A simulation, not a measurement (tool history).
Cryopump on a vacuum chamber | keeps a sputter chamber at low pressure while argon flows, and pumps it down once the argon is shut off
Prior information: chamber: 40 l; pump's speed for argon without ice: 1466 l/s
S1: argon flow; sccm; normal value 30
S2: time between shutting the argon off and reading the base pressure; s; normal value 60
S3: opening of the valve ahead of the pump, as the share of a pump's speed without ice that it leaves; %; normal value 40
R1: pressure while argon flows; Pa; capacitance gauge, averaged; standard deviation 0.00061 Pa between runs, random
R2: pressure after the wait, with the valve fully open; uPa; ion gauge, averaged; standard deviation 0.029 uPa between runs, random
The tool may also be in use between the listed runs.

run	hour	S1	S2	S3	R1	R2
1	0.0	30	60	40	0.0904	3.75
2	90.8	30	60	40	0.0920	3.86
3	155.6	30	60	40	0.0922	4.06
4	205.0	30	60	40	0.0945	4.25
5	286.3	30	60	40	0.0964	4.25
6	381.7	30	60	40	0.0976	4.46
7	477.7	30	60	47	0.0746	3.79
8	557.9	30	60	47	0.0759	3.95
9	640.6	30	60	47	0.0760	4.24
10	748.4	30	60	47	0.0783	1.49
11	795.5	30	22	47	0.0789	3.48
12	902.4	30	22	47	0.0806	3.57
13	952.7	55	22	47	0.1483	3.78
14	1054.9	30	60	47	0.0841	1.77
15	1126.4	30	60	47	0.0844	1.81
16	1219.8	30	60	40	0.0876	1.74
17	1293.5	30	104	40	0.0894	1.21
18	1360.5	30	104	40	0.0906	1.30
19	1431.4	56	104	40	0.1687	1.36
20	1542.2	25	61	34	0.0897	1.94
21	1656.5	12	126	32	0.0467	1.41
22	1733.0	25	60	40	0.0797	2.20
23	1839.2	52	60	19	0.3383	2.24
24	1905.4	16	62	27	0.0745	2.28
25	1965.5	16	62	27	0.0693	2.20
26	2022.8	19	212	16	0.1397	1.33
27	2112.6	19	212	16	0.1401	1.37
28	2225.6	19	212	22	0.1021	1.52
29	2273.9	35	60	41	0.1047	2.41
30	2350.1	35	60	41	0.1080	2.46
31	2437.6	24	258	23	0.1270	1.64
32	2529.1	24	258	46	0.0684	1.78
33	2611.6	45	264	40	0.1495	1.92

The log once held 4 entries between its listed runs, left out of this copy. Where does each go, and what is different about the tool's unlogged condition between the listed run before it and the listed run after it?
Run 6 -> run 7: pump warmed up, emptied and cooled again (hour 469.3)
  pump's speed, % of a pump's without ice: 76.6 -> 99.5; cold plate's temperature, K: 12.78 -> 12.8; leak into the chamber, uPa l/s: 3637 -> 3700
  the result without the hidden state subtracted from the measured one, R1: +0.0112 -> +0.0008 Pa; R2: +3.06 -> +2.36 uPa
Run 9 -> run 10: leaking fittings of the chamber tightened, without venting (hour 731.3)
  pump's speed, % of a pump's without ice: 93.6 -> 89.9; cold plate's temperature, K: 12.83 -> 12.85; leak into the chamber, uPa l/s: 3829 -> 327
  the result without the hidden state subtracted from the measured one, R1: +0.0030 -> +0.0046 Pa; R2: +2.72 -> +0.05 uPa
Run 15 -> run 16: pump warmed up, emptied and cooled again (hour 1209.9)
  pump's speed, % of a pump's without ice: 76.2 -> 99.5; cold plate's temperature, K: 12.93 -> 12.95; leak into the chamber, uPa l/s: 623 -> 693
  the result without the hidden state subtracted from the measured one, R1: +0.0117 -> +0.0008 Pa; R2: +0.36 -> +0.28 uPa
Run 24 -> run 25: pump warmed up, emptied and cooled again (hour 1948.1)
  pump's speed, % of a pump's without ice: 74.8 -> 98.3; cold plate's temperature, K: 13.08 -> 13.09; leak into the chamber, uPa l/s: 1208 -> 1251
  the result without the hidden state subtracted from the measured one, R1: +0.0067 -> +0.0007 Pa; R2: +0.91 -> +0.71 uPa

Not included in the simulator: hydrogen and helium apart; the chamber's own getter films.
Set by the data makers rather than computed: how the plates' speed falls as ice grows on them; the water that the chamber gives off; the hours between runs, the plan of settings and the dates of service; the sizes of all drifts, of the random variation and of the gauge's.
